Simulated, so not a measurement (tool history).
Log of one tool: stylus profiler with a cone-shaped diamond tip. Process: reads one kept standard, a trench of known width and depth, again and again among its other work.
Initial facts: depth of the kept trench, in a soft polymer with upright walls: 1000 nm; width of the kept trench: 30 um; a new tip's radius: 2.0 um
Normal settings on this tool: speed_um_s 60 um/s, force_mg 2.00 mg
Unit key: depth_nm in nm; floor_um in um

Run 1, hour 0.0: usual settings. Result: depth_nm 1012.45 nm, floor_um 26.14 um.
Run 2, hour 18.5: usual settings but speed_um_s 27 um/s. Result: depth_nm 1012.28 nm, floor_um 26.25 um.
Run 3, hour 35.5: usual settings but speed_um_s 27 um/s. Result: depth_nm 1012.72 nm, floor_um 26.23 um.
Run 4, hour 55.8: usual settings but speed_um_s 27 um/s. Result: depth_nm 1012.86 nm, floor_um 26.25 um.
Run 5, hour 77.1: usual settings but speed_um_s 27 um/s. Result: depth_nm 1013.00 nm, floor_um 26.23 um.
Run 6, hour 105.9: usual settings but speed_um_s 27 um/s. Result: depth_nm 1012.72 nm, floor_um 26.20 um.
Run 7, hour 130.3: usual settings but speed_um_s 27 um/s. Result: depth_nm 1012.99 nm, floor_um 26.17 um.
Run 8, hour 147.9: usual settings but speed_um_s 27 um/s. Result: depth_nm 1012.95 nm, floor_um 26.21 um.
Run 9, hour 161.8: usual settings but speed_um_s 138 um/s. Result: depth_nm 1013.40 nm, floor_um 25.72 um.
Run 10, hour 183.1: usual settings but speed_um_s 138 um/s. Result: depth_nm 1012.81 nm, floor_um 25.76 um.
Run 11, hour 211.8: usual settings but speed_um_s 138 um/s. Result: depth_nm 1013.21 nm, floor_um 25.71 um.
Run 12, hour 236.3: usual settings but speed_um_s 138 um/s. Result: depth_nm 1013.36 nm, floor_um 25.69 um.
Run 13, hour 261.2: usual settings. Result: depth_nm 1013.14 nm, floor_um 26.02 um.
Run 14, hour 279.2: usual settings but force_mg 3.02 mg. Result: depth_nm 1017.01 nm, floor_um 26.01 um.
Run 15, hour 298.5: usual settings but force_mg 3.02 mg. Result: depth_nm 1016.92 nm, floor_um 26.03 um.
Run 16, hour 315.7: usual settings. Result: depth_nm 1013.33 nm, floor_um 26.01 um.
Run 17, hour 331.8: usual settings. Result: depth_nm 1013.54 nm, floor_um 25.98 um.
Run 18, hour 349.2: usual settings. Result: depth_nm 1013.38 nm, floor_um 25.99 um.
Run 19, hour 372.5: usual settings. Result: depth_nm 1013.64 nm, floor_um 25.99 um.
Run 20, hour 390.5: usual settings. Result: depth_nm 1013.75 nm, floor_um 26.01 um.
Run 21, hour 405.2: usual settings. Result: depth_nm 1013.36 nm, floor_um 25.91 um.
Run 22, hour 420.9: usual settings. Result: depth_nm 1013.69 nm, floor_um 26.01 um.
Run 23, hour 441.9: usual settings. Result: depth_nm 1013.66 nm, floor_um 25.99 um.
Run 24, hour 456.7: usual settings. Result: depth_nm 1014.17 nm, floor_um 25.96 um.
Run 25, hour 485.3: usual settings but speed_um_s 20 um/s, force_mg 4.69 mg. Result: depth_nm 1022.96 nm, floor_um 26.16 um.
Run 26, hour 500.6: usual settings but speed_um_s 20 um/s, force_mg 4.69 mg. Result: depth_nm 1022.81 nm, floor_um 26.19 um.
Run 27, hour 530.7: usual settings but speed_um_s 37 um/s, force_mg 2.13 mg. Result: depth_nm 1014.58 nm, floor_um 25.98 um.
Run 28, hour 556.9: usual settings but speed_um_s 37 um/s, force_mg 2.13 mg. Result: depth_nm 1014.86 nm, floor_um 25.99 um.
Run 29, hour 572.0: usual settings but speed_um_s 37 um/s, force_mg 2.13 mg. Result: depth_nm 1014.74 nm, floor_um 26.06 um.
Run 30, hour 600.8: usual settings but speed_um_s 27 um/s, force_mg 1.78 mg. Result: depth_nm 1013.44 nm, floor_um 26.01 um.
Run 31, hour 617.1: usual settings but speed_um_s 115 um/s, force_mg 2.60 mg. Result: depth_nm 1016.70 nm, floor_um 25.78 um.
Run 32, hour 637.0: usual settings but speed_um_s 148 um/s, force_mg 3.29 mg. Result: depth_nm 1019.17 nm, floor_um 25.65 um.
Run 33, hour 652.9: usual settings but speed_um_s 125 um/s, force_mg 0.67 mg. Result: depth_nm 1008.96 nm, floor_um 25.27 um.
Run 34, hour 668.8: usual settings but speed_um_s 125 um/s, force_mg 0.67 mg. Result: depth_nm 1008.23 nm, floor_um 25.26 um.
Run 35, hour 696.8: usual settings but speed_um_s 125 um/s, force_mg 0.67 mg. Result: depth_nm 1008.70 nm, floor_um 25.20 um.
Run 36, hour 713.0: usual settings but speed_um_s 78 um/s, force_mg 3.36 mg. Result: depth_nm 1019.54 nm, floor_um 25.93 um.
Run 37, hour 731.2: usual settings but speed_um_s 117 um/s, force_mg 4.59 mg. Result: depth_nm 1023.32 nm, floor_um 25.80 um.
Run 38, hour 758.6: usual settings but speed_um_s 39 um/s, force_mg 2.93 mg. Result: depth_nm 1018.50 nm, floor_um 25.99 um.
Run 39, hour 788.3: usual settings but speed_um_s 23 um/s, force_mg 4.51 mg. Result: depth_nm 1023.22 nm, floor_um 26.08 um.
Run 40, hour 807.1: usual settings but force_mg 2.40 mg. Result: depth_nm 1016.46 nm, floor_um 25.88 um.
Run 41, hour 836.8: usual settings but speed_um_s 46 um/s, force_mg 0.90 mg. Result: depth_nm 1009.79 nm, floor_um 25.79 um.
Run 42, hour 857.8: usual settings but speed_um_s 46 um/s, force_mg 0.90 mg. Result: depth_nm 1010.38 nm, floor_um 25.79 um.
Run 43, hour 884.6: usual settings but speed_um_s 59 um/s, force_mg 1.28 mg. Result: depth_nm 1012.09 nm, floor_um 25.74 um.
Run 44, hour 913.0: usual settings but speed_um_s 225 um/s, force_mg 4.46 mg. Result: depth_nm 1023.44 nm, floor_um 25.42 um.
Run 45, hour 935.7: usual settings but speed_um_s 220 um/s, force_mg 0.75 mg. Result: depth_nm 1009.97 nm, floor_um 24.60 um.
Run 46, hour 949.7: usual settings but speed_um_s 21 um/s, force_mg 3.58 mg. Result: depth_nm 1020.97 nm, floor_um 26.03 um.

Each row is a separate what-if for the run after 46, all from the same tool condition, not one after another. Results?
Run A, hour 968.9: usual settings but speed_um_s 85 um/s, force_mg 1.26 mg. Result: depth_nm ?, floor_um ?.
Run B, hour 968.9: usual settings but speed_um_s 74 um/s, force_mg 3.58 mg. Result: depth_nm ?, floor_um ?.
Run C, hour 968.9: usual settings but speed_um_s 50 um/s, force_mg 0.78 mg. Result: depth_nm ?, floor_um ?.
Run D, hour 968.9: usual settings but speed_um_s 47 um/s, force_mg 3.77 mg. Result: depth_nm ?, floor_um ?.
Run E, hour 968.9: usual settings but force_mg 4.38 mg. Result: depth_nm ?, floor_um ?.

run  depth_nm  floor_um
  A   1012.04     25.62
  B   1020.58     25.78
  C   1009.97     25.67
  D   1021.58     25.98
  E   1022.87     25.90
Without the tool's unlogged condition, the same runs would have read:
run  depth_nm  floor_um
  A   1008.25     26.10
  B   1016.75     26.27
  C   1006.19     26.16
  D   1017.75     26.47
  E   1019.04     26.39
